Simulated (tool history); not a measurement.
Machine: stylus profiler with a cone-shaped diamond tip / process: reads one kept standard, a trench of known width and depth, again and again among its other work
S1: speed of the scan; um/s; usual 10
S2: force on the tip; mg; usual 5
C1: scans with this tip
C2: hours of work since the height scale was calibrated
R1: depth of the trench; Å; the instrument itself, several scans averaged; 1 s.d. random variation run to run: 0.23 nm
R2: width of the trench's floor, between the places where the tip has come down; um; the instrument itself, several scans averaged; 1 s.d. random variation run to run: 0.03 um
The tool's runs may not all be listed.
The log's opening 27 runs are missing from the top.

run    hour  S1     S2     C1   C2       R1     R2
     2185.8  -- height scale calibrated on a step standard
 28  2219.9   3  11.09  12420   15  10356.5  25.28
 29  2281.9  15   9.44  12592   41    10313  25.19
 30  2362.6  15   9.44  12815   76  10314.8  25.24
 31  2464.9  10  12.83  13098  119    10380  25.21
 32  2522.1   9   5.34  13257  144  10209.7  25.09
 33  2590.1   9   5.34  13445  173  10206.9   25.1
 34  2683.9   2      5  13705  213  10197.4  25.13
 35    2774   2      5  13954  251  10198.9  25.13
 36  2835.8   2      5  14125  278  10197.8  25.11
 37  2898.6  33   2.58  14299  305  10122.7  24.98
 38  2951.9  33   2.58  14447  327  10119.7  24.95
 39  3019.8   6   5.94  14635  356  10218.8  25.02
 40  3105.8  10   1.85  14873  393  10090.5  25.03
 41  3208.8  29   5.58  15158  437  10204.2  24.92

Branching from run 41: 5 alternative next runs. What would each branch give?
  A  3257.5  31     5  15293  458   ?   ?
  B  3257.5   2  5.58  15293  458   ?   ?
  C  3257.5   7  2.05  15293  458   ?   ?
  D  3257.5  19  5.58  15293  458   ?   ?
  E  3257.5  29  6.55  15293  458   ?   ?

run       R1     R2
  A    10186  24.89
  B  10206.1  24.93
  C  10099.8  24.98
  D  10207.4  24.91
  E    10232  24.99
Without the tool's hidden state the same runs would have given:
run       R1     R2
  A  10201.6  26.42
  B  10221.7  26.47
  C  10115.3  26.52
  D  10223.1  26.44
  E  10247.7  26.53

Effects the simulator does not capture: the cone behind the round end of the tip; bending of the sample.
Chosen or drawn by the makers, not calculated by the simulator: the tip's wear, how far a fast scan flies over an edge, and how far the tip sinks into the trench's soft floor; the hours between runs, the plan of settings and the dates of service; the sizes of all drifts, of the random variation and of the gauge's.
